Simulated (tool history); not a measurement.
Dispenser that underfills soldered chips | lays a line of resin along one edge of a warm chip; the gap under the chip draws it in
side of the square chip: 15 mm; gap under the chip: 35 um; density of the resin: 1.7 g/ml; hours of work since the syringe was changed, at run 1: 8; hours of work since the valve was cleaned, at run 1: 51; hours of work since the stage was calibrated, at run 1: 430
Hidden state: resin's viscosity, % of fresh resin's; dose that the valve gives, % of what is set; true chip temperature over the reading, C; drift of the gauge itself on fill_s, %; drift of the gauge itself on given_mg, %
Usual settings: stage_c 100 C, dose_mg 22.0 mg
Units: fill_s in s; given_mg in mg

run	hour	stage_c	dose_mg	hours of work since the syringe was changed	hours of work since the valve was cleaned	hours of work since the stage was calibrated	fill_s	given_mg
1	0.0	100	22.0	8	51	430	650.0	21.09
# hour 2.8: new syringe of resin
2	10.4	100	22.0	6	59	437	594.5	20.88
# hour 15.8: new syringe of resin
3	17.2	100	22.0	1	64	442	495.8	20.95
# hour 28.6: new syringe of resin
4	31.7	100	22.0	2	74	453	529.4	20.72
# hour 41.8: new syringe of resin
# hour 42.8: dispensing valve cleaned and set on the balance
5	43.3	100	22.0	0	0	461	491.1	22.14
6	53.3	100	22.0	8	8	468	636.2	21.83
# hour 55.7: new syringe of resin
7	64.4	100	28.5	7	16	476	608.7	28.08
# hour 68.3: new syringe of resin
8	77.2	100	22.0	7	25	486	615.2	21.55
# hour 81.9: new syringe of resin
9	91.0	100	22.0	7	36	496	621.3	21.46
# hour 94.4: new syringe of resin
10	101.1	85	25.0	5	43	503	949.5	24.26
# hour 107.1: new syringe of resin
11	112.0	85	25.0	4	51	511	943.8	24.21
12	119.0	85	25.0	9	56	516	1117.7	23.79
# hour 120.3: new syringe of resin
13	125.7	105	18.8	4	61	521	503.3	17.99
# hour 132.4: stage's temperature calibrated
# hour 134.5: new syringe of resin
14	140.1	105	25.6	4	71	6	432.5	24.17
# hour 148.1: new syringe of resin
# hour 155.3: dispensing valve cleaned and set on the balance
15	155.3	105	25.6	5	0	16	429.6	25.75
# hour 162.1: new syringe of resin
16	168.2	114	28.2	5	9	26	336.7	28.03

Forecast each of these 4 alternatives for the next run:
# hour 174.8: new syringe of resin
A	181.2	115	28.4	5	19	35	?	?
# hour 174.8: new syringe of resin
B	181.2	113	24.4	5	19	35	?	?
# hour 174.8: new syringe of resin
C	181.2	98	27.1	5	19	35	?	?
# hour 174.8: new syringe of resin
D	181.2	89	28.2	5	19	35	?	?

run	fill_s	given_mg
A	323.0	27.85
B	340.5	23.95
C	530.6	26.73
D	721.4	27.72
Without the tool's hidden state the same runs would have given:
run	fill_s	given_mg
A	276.4	28.27
B	291.2	24.32
C	453.1	27.13
D	615.7	28.14
